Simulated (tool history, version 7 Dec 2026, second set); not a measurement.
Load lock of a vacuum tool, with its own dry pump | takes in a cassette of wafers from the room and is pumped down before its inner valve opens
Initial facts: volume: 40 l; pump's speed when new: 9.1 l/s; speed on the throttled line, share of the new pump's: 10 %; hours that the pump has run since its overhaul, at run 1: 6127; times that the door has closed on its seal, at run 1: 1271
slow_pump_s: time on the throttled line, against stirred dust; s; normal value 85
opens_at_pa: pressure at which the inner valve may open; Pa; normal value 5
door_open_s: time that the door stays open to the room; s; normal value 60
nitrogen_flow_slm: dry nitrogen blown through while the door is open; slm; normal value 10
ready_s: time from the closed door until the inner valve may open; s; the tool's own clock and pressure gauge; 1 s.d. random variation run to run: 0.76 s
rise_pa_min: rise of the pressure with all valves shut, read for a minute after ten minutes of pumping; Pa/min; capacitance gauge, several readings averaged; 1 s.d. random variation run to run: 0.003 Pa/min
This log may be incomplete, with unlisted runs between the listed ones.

| run | hour | slow_pump_s | opens_at_pa | door_open_s | nitrogen_flow_slm | hours that the pump has run since its overhaul | times that the door has closed on its seal | incoming humidity of the room's air, % | ready_s | rise_pa_min |
|---|---|---|---|---|---|---|---|---|---|---|
| 1 | 0 | 85 | 5 | 60 | 10 | 6127 | 1271 | 44.7 | 126.4 | 0.059 |
| 2 | 248.3 | 85 | 5 | 60 | 10 | 6375 | 2147 | 43.2 | 125.6 | 0.058 |
| 3 | 586.7 | 85 | 5 | 60 | 12 | 6713 | 3341 | 46.6 | 125 | 0.056 |
| 4 | 883.4 | 85 | 5 | 60 | 12 | 7010 | 4388 | 45.3 | 126.8 | 0.057 |
| 5 | 1209.2 | 85 | 5 | 60 | 10 | 7336 | 5537 | 42.1 | 125.7 | 0.057 |
| 6 | 1551.3 | 85 | 5 | 60 | 15 | 7678 | 6744 | 44.7 | 124.7 | 0.063 |
| 7 | 1911.5 | 85 | 5 | 60 | 15 | 8038 | 8014 | 45.9 | 127.3 | 0.069 |
| 8 | 2256.9 | 85 | 5 | 60 | 15 | 8384 | 9232 | 49.4 | 127.1 | 0.075 |
| 9 | 2410.4 | 85 | 5 | 60 | 15 | 8537 | 9774 | 45.5 | 126.9 | 0.07 |
| 10 | 2736.5 | 85 | 5 | 60 | 4 | 8863 | 10924 | 43.6 | 126.9 | 0.088 |
| 11 | 2989.9 | 85 | 5 | 60 | 4 | 9117 | 11818 | 47.6 | 126.3 | 0.095 |
| 12 | 3266.1 | 85 | 5 | 60 | 4 | 9393 | 12792 | 48.4 | 128.3 | 0.102 |
| 13 | 3479.3 | 85 | 5 | 60 | 4 | 9606 | 13545 | 46.5 | 127.7 | 0.102 |
| 14 | 3762.8 | 85 | 5 | 60 | 4 | 9890 | 14544 | 46.1 | 128.8 | 0.109 |
| 15 | 4056.5 | 85 | 5 | 60 | 4 | 10183 | 15581 | 43.7 | 128.8 | 0.107 |
| 16 | 4357 | 100 | 5 | 36 | 8 | 10484 | 16641 | 48.9 | 142 | 0.1 |
| 17 | 4718.9 | 44 | 5 | 60 | 18 | 10846 | 17917 | 45.1 | 92.1 | 0.104 |
| 18 | 5029.3 | 44 | 5 | 60 | 18 | 11156 | 19012 | 44.5 | 93.7 | 0.113 |
| 19 | 5233 | 44 | 5 | 60 | 18 | 11360 | 19731 | 44.4 | 93.7 | 0.112 |
|  | 5351.8 | dry pump taken out, an overhauled one fitted |
| 20 | 5406.8 | 44 | 5 | 60 | 18 | 55 | 20323 | 47 | 84 | 0.116 |
| 21 | 5697.1 | 78 | 5 | 208 | 7 | 345 | 21347 | 44.3 | 116.9 | 0.167 |
| 22 | 5933.8 | 153 | 8 | 90 | 7 | 582 | 22182 | 44.3 | 180.4 | 0.147 |
| 23 | 6218.1 | 45 | 5 | 60 | 10 | 866 | 23184 | 48.1 | 85.9 | 0.144 |

What if the next run were any one of these 4? Each begins from the tool's condition after run 23:
| A | 6513.7 | 79 | 5 | 60 | 35 | 1162 | 24227 | 45.3 | ? | ? |
| B | 6513.7 | 45 | 5 | 60 | 5 | 1162 | 24227 | 44.7 | ? | ? |
| C | 6513.7 | 45 | 4 | 59 | 10 | 1162 | 24227 | 47 | ? | ? |
| D | 6513.7 | 72 | 5 | 60 | 10 | 1162 | 24227 | 46.6 | ? | ? |

| run | ready_s | rise_pa_min |
|---|---|---|
| A | 114.8 | 0.131 |
| B | 85.7 | 0.15 |
| C | 86.2 | 0.144 |
| D | 110.3 | 0.148 |
What these runs would have given with no unlogged condition in the tool:
| run | ready_s | rise_pa_min |
|---|---|---|
| A | 113.5 | 0.037 |
| B | 84.3 | 0.057 |
| C | 84.7 | 0.051 |
| D | 109 | 0.054 |
